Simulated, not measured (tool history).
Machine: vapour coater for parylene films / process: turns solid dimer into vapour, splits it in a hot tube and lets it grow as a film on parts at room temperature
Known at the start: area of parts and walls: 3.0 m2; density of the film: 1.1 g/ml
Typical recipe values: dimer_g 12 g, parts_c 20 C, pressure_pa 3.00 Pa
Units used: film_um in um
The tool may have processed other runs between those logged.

Run 1, hour 0.0: usual settings. Result: film_um 1.72 um.
Run 2, hour 30.8: usual settings but pressure_pa 7.10 Pa. Result: film_um 1.57 um.
Run 3, hour 52.6: usual settings but pressure_pa 7.10 Pa. Result: film_um 1.56 um.
Run 4, hour 81.3: usual settings but dimer_g 8 g, pressure_pa 7.10 Pa. Result: film_um 1.04 um.
At hour 99.1: trap's valve overhauled.
Run 5, hour 119.9: usual settings. Result: film_um 1.86 um.
Run 6, hour 145.6: usual settings. Result: film_um 1.81 um.
Run 7, hour 169.8: usual settings. Result: film_um 1.82 um.
Run 8, hour 208.8: usual settings. Result: film_um 1.77 um.
Run 9, hour 242.4: usual settings. Result: film_um 1.79 um.
Run 10, hour 266.2: usual settings. Result: film_um 1.79 um.
Run 11, hour 296.2: usual settings but pressure_pa 4.34 Pa. Result: film_um 1.71 um.
Run 12, hour 335.4: usual settings. Result: film_um 1.78 um.
Run 13, hour 366.7: usual settings but parts_c 21 C. Result: film_um 1.71 um.
Run 14, hour 386.0: usual settings but parts_c 21 C. Result: film_um 1.72 um.
Run 15, hour 423.5: usual settings but parts_c 21 C. Result: film_um 1.69 um.
Run 16, hour 442.7: usual settings but pressure_pa 2.52 Pa. Result: film_um 1.76 um.
Run 17, hour 481.8: usual settings. Result: film_um 1.72 um.
Run 18, hour 501.1: usual settings. Result: film_um 1.72 um.
Run 19, hour 543.9: usual settings but dimer_g 11 g. Result: film_um 1.55 um.
Run 20, hour 580.1: usual settings but dimer_g 11 g. Result: film_um 1.57 um.
Run 21, hour 605.2: usual settings but dimer_g 11 g. Result: film_um 1.59 um.
Run 22, hour 643.6: usual settings but dimer_g 11 g, pressure_pa 4.50 Pa. Result: film_um 1.49 um.
At hour 679.2: trap's valve overhauled.
Run 23, hour 690.8: usual settings but pressure_pa 10.09 Pa. Result: film_um 1.62 um.
Run 24, hour 731.3: usual settings but pressure_pa 3.06 Pa. Result: film_um 1.80 um.
Run 25, hour 768.4: usual settings but parts_c 22 C. Result: film_um 1.77 um.
Run 26, hour 811.5: usual settings but dimer_g 15 g, parts_c 17 C, pressure_pa 5.47 Pa. Result: film_um 2.25 um.
Run 27, hour 857.1: usual settings but dimer_g 15 g, parts_c 17 C, pressure_pa 5.47 Pa. Result: film_um 2.20 um.
Run 28, hour 890.9: usual settings but dimer_g 19 g. Result: film_um 2.78 um.
Run 29, hour 920.1: usual settings but dimer_g 16 g, parts_c 23 C. Result: film_um 2.20 um.
Run 30, hour 941.6: usual settings but dimer_g 16 g, parts_c 23 C. Result: film_um 2.23 um.
Run 31, hour 976.5: usual settings but dimer_g 13 g, parts_c 15 C, pressure_pa 9.74 Pa. Result: film_um 1.90 um.
Run 32, hour 1010.3: usual settings but dimer_g 13 g, parts_c 15 C, pressure_pa 3.06 Pa. Result: film_um 2.14 um.
Run 33, hour 1045.5: usual settings but dimer_g 6 g, parts_c 12 C, pressure_pa 4.00 Pa. Result: film_um 1.01 um.
Run 34, hour 1068.0: usual settings but dimer_g 6 g, parts_c 12 C, pressure_pa 4.00 Pa. Result: film_um 1.02 um.
Run 35, hour 1097.8: usual settings but dimer_g 9 g, pressure_pa 9.75 Pa. Result: film_um 1.17 um.
Run 36, hour 1123.2: usual settings but dimer_g 9 g, pressure_pa 9.75 Pa. Result: film_um 1.18 um.
Run 37, hour 1160.6: usual settings but dimer_g 9 g, pressure_pa 9.75 Pa. Result: film_um 1.16 um.
Run 38, hour 1205.2: usual settings but dimer_g 9 g, pressure_pa 9.75 Pa. Result: film_um 1.15 um.
Run 39, hour 1226.7: usual settings but dimer_g 9 g, pressure_pa 9.75 Pa. Result: film_um 1.15 um.
At hour 1258.2: trap's valve overhauled.
Run 40, hour 1265.1: usual settings but dimer_g 20 g, parts_c 28 C, pressure_pa 2.97 Pa. Result: film_um 2.55 um.
Run 41, hour 1303.3: usual settings but parts_c 17 C, pressure_pa 2.50 Pa. Result: film_um 1.96 um.
Run 42, hour 1330.8: usual settings but parts_c 17 C, pressure_pa 2.50 Pa. Result: film_um 1.99 um.
Run 43, hour 1370.8: usual settings but parts_c 17 C, pressure_pa 2.50 Pa. Result: film_um 2.00 um.
Run 44, hour 1398.6: usual settings but parts_c 17 C, pressure_pa 3.26 Pa. Result: film_um 1.90 um.
Run 45, hour 1436.2: usual settings but dimer_g 8 g, parts_c 18 C. Result: film_um 1.25 um.
Run 46, hour 1469.8: usual settings but dimer_g 8 g, parts_c 18 C. Result: film_um 1.20 um.
Run 47, hour 1497.8: usual settings but dimer_g 6 g, parts_c 25 C. Result: film_um 0.79 um.

How would selected steps in film_um from run to run divide? Give the signed amount a tool lacking its hidden state would still show from settings, what came in and random variation, and the signed amount left for the hidden state, including any gauge scatter that is not in both of the compared results.
Hidden state present: vapour lost through the trap's worn valve, %; true temperature of the parts over the reading, C; drift of the gauge itself on film_um, %.
Run 4 -> 5: dimer_g 8 -> 12, pressure_pa 7.10 -> 3.00, trap's valve overhauled. film_um +0.82 um: hidden state +0.05, all else +0.77.
Run 22 -> 23: dimer_g 11 -> 12, pressure_pa 4.50 -> 10.09, trap's valve overhauled. film_um +0.13 um: hidden state +0.13, all else +0.00.
Run 32 -> 33: dimer_g 13 -> 6, parts_c 15 -> 12, pressure_pa 3.06 -> 4.00. film_um -1.13 um: hidden state +0.07, all else -1.20.
Run 39 -> 40: dimer_g 9 -> 20, parts_c 20 -> 28, pressure_pa 9.75 -> 2.97, trap's valve overhauled. film_um +1.40 um: hidden state +0.06, all else +1.34.

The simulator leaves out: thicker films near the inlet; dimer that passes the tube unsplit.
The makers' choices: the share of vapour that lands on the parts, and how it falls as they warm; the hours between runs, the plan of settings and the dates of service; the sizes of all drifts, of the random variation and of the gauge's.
